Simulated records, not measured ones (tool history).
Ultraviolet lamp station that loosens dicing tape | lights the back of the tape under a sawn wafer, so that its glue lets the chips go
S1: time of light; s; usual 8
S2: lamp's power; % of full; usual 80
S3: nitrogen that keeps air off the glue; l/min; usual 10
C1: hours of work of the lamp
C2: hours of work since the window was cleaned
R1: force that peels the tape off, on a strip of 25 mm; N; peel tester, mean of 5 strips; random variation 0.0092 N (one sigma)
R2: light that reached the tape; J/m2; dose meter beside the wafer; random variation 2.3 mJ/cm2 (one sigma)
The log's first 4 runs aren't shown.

run,hour,S1,S2,S3,C1,C2,R1,R2
5,194.1,8,80,10,180,39,0.452,2210
6,237.6,6,80,10,201,59,0.784,1670
7,286.8,6,80,10,224,83,0.812,1590
8,352.9,6,80,10,256,115,0.836,1580
9,383.8,8,80,10,271,129,0.523,2100
10,434.9,14,80,10,295,154,0.163,3580
11,488.9,14,80,10,321,180,0.167,3490
12,545.4,14,80,10,348,207,0.183,3440
13,577.4,14,80,10,363,222,0.186,3430
14,608.1,14,80,10,378,237,0.173,3400
15,649.6,14,80,10,398,257,0.185,3280
16,681.6,14,80,10,413,272,0.199,3250
17,713.1,14,80,10,428,287,0.211,3230
18,746.1,14,80,10,444,303,0.205,3180

The next listed run, before its measurement:
19,791.8,14,80,10,466,325,?,?

R1: 0.221 N
R2: 3110 J/m2
Without the tool's hidden state the same run would have given R1 0.119 N, R2 4210 J/m2.
